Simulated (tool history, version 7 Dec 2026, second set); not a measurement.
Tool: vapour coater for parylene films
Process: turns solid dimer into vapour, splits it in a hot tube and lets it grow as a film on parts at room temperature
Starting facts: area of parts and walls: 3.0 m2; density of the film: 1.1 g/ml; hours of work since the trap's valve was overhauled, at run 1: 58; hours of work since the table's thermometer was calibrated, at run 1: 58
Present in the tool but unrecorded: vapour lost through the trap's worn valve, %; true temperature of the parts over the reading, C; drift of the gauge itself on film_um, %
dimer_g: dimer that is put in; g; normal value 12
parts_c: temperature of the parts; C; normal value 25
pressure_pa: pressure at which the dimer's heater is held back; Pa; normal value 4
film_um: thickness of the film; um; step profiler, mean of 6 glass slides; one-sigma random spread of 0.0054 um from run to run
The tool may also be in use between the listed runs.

run	hour	dimer_g	parts_c	pressure_pa	hours of work since the trap's valve was overhauled	hours of work since the table's thermometer was calibrated	film_um
1	0	12	25	4	58	58	2.172
2	53.8	12	25	4	84	84	2.152
3	109.2	12	25	4	111	111	2.148
4	162.2	10	25	4	136	136	1.785
5	219.1	12	24	4	164	164	2.237
6	276.3	8	25	4	191	191	1.446
# hour 303.9: trap's valve overhauled
7	317.8	8	25	4	7	209	1.454
8	360.7	12	29	4	27	230	1.841
9	388.4	12	29	4	41	243	1.835
10	415.4	12	29	4	54	256	1.858
11	467.6	12	29	4	79	281	1.838
12	509.9	12	26	7.68	99	302	1.98
13	558	12	36	2.12	122	325	1.478
14	596.1	12	26	2.47	141	343	2.165
15	627.1	21	28	3.98	156	358	3.369
16	673.8	21	28	3.98	178	381	3.381
17	723.4	8	25	7.54	202	404	1.375

Forecast each of these 4 alternatives for the next run:
# hour 733.1: trap's valve overhauled
A	758.2	6	25	4	12	419	?
# hour 733.1: trap's valve overhauled
B	758.2	10	36	5.8	12	419	?
# hour 733.1: trap's valve overhauled
C	758.2	12	34	3.22	12	419	?
# hour 733.1: trap's valve overhauled
D	758.2	11	25	7.54	12	419	?

run	film_um
A	1.091
B	1.145
C	1.554
D	1.895
Without the tool's hidden state the same runs would have given:
run	film_um
A	1.079
B	1.132
C	1.537
D	1.874
